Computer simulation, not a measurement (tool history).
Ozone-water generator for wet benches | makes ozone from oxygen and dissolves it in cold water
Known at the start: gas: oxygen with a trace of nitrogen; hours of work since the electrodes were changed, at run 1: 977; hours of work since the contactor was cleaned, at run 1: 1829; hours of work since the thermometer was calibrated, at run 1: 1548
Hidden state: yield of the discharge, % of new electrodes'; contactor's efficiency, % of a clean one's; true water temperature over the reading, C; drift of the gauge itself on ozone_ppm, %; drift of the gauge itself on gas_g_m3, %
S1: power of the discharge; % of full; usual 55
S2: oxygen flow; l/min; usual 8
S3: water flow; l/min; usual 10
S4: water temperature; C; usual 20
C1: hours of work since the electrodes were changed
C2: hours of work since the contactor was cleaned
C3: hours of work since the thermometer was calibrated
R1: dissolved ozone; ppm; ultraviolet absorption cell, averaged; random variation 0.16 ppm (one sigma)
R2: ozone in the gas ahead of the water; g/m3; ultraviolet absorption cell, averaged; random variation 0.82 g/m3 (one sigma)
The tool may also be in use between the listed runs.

Run 1, hour 0: usual settings; C1 977; C2 1829; C3 1548. Result: R1 20.1 ppm, R2 129.8 g/m3.
Run 2, hour 82.7: usual settings but S2 11.75 l/min; C1 1040; C2 1891; C3 1611. Result: R1 17.3 ppm, R2 102.5 g/m3.
Run 3, hour 173.6: usual settings but S2 7.15 l/min; C1 1108; C2 1960; C3 1679. Result: R1 20.4 ppm, R2 138.9 g/m3.
Run 4, hour 228.9: usual settings but S2 7.15 l/min; C1 1150; C2 2001; C3 1721. Result: R1 20.4 ppm, R2 137.8 g/m3.
Run 5, hour 293.7: usual settings but S2 7.15 l/min; C1 1199; C2 2050; C3 1770. Result: R1 20.4 ppm, R2 138.6 g/m3.
Run 6, hour 379: usual settings but S4 13 C; C1 1263; C2 2114; C3 1834. Result: R1 23.1 ppm, R2 128 g/m3.
Run 7, hour 501.3: usual settings but S2 10.7 l/min; C1 1355; C2 2206; C3 1926. Result: R1 17.8 ppm, R2 108.1 g/m3.
Run 8, hour 615: usual settings but S2 10.7 l/min; C1 1441; C2 2292; C3 2012. Result: R1 17.8 ppm, R2 108.5 g/m3.

Run 9 comes next. What will it give?
At hour 623: water thermometer calibrated.
Run 9, hour 705.8: usual settings but S3 13 l/min; C1 1509; C2 2360; C3 62. Result: R1 ?, R2 ?.

{"run 9": {"R1": 17.4, "R2": 128.6}}
Without the tool's hidden state the same run would have given R1 18.3 ppm, R2 131.7 g/m3.
